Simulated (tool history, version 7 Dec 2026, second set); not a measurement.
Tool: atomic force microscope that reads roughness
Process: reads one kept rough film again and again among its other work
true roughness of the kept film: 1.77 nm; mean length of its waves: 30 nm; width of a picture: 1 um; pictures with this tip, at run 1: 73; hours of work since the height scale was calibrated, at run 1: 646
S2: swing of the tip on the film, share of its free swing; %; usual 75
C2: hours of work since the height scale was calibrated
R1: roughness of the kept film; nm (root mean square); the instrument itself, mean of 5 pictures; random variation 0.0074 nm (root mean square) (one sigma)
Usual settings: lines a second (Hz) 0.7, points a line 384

Run 1, hour 0: usual settings; pictures with this tip 73; C2 646. Result: R1 1.264 nm (root mean square).
At hour 8.6: new tip fitted.
At hour 46.3: new tip fitted.
Run 2, hour 46.3: usual settings; pictures with this tip 0; C2 681. Result: R1 1.572 nm (root mean square).
At hour 84: new tip fitted.
Run 3, hour 117.7: usual settings; pictures with this tip 85; C2 737. Result: R1 1.239 nm (root mean square).
At hour 124: new tip fitted.
Run 4, hour 148.9: usual settings; pictures with this tip 63; C2 761. Result: R1 1.309 nm (root mean square).
At hour 165.5: new tip fitted.
At hour 204.4: new tip fitted.
Run 5, hour 216: usual settings but points a line 302; pictures with this tip 29; C2 813. Result: R1 1.435 nm (root mean square).
At hour 245.1: new tip fitted.
Run 6, hour 267.7: usual settings; pictures with this tip 56; C2 853. Result: R1 1.356 nm (root mean square).
At hour 282.7: new tip fitted.
At hour 320.4: new tip fitted.
Run 7, hour 327.5: usual settings but points a line 360; pictures with this tip 18; C2 900. Result: R1 1.471 nm (root mean square).
At hour 360.3: new tip fitted.
At hour 397.9: new tip fitted.
Run 8, hour 399.8: usual settings; pictures with this tip 5; C2 956. Result: R1 1.541 nm (root mean square).
At hour 436.8: new tip fitted.
Run 9, hour 440.7: usual settings but lines a second (Hz) 3.605, S2 70 %, points a line 383; pictures with this tip 9; C2 987. Result: R1 1.373 nm (root mean square).
At hour 476.6: new tip fitted.
Run 10, hour 479.6: usual settings but points a line 612; pictures with this tip 8; C2 1017. Result: R1 1.552 nm (root mean square).
At hour 516.4: new tip fitted.
Run 11, hour 540.2: usual settings but lines a second (Hz) 0.918, S2 68 %, points a line 805; pictures with this tip 60; C2 1065. Result: R1 1.374 nm (root mean square).
At hour 555.6: new tip fitted.
Run 12, hour 580.3: usual settings but lines a second (Hz) 0.843, S2 73 %, points a line 264; pictures with this tip 62; C2 1096. Result: R1 1.285 nm (root mean square).

The next listed run, before its measurement:
At hour 594.8: new tip fitted.
At hour 634.5: new tip fitted.
Run 13, hour 645.2: usual settings but lines a second (Hz) 2.321, S2 64 %, points a line 330; pictures with this tip 27; C2 1146. Result: R1 ?.

{"run 13": {"R1": 1.416}}
Without the tool's hidden state the same run would have given R1 1.495 nm (root mean square).
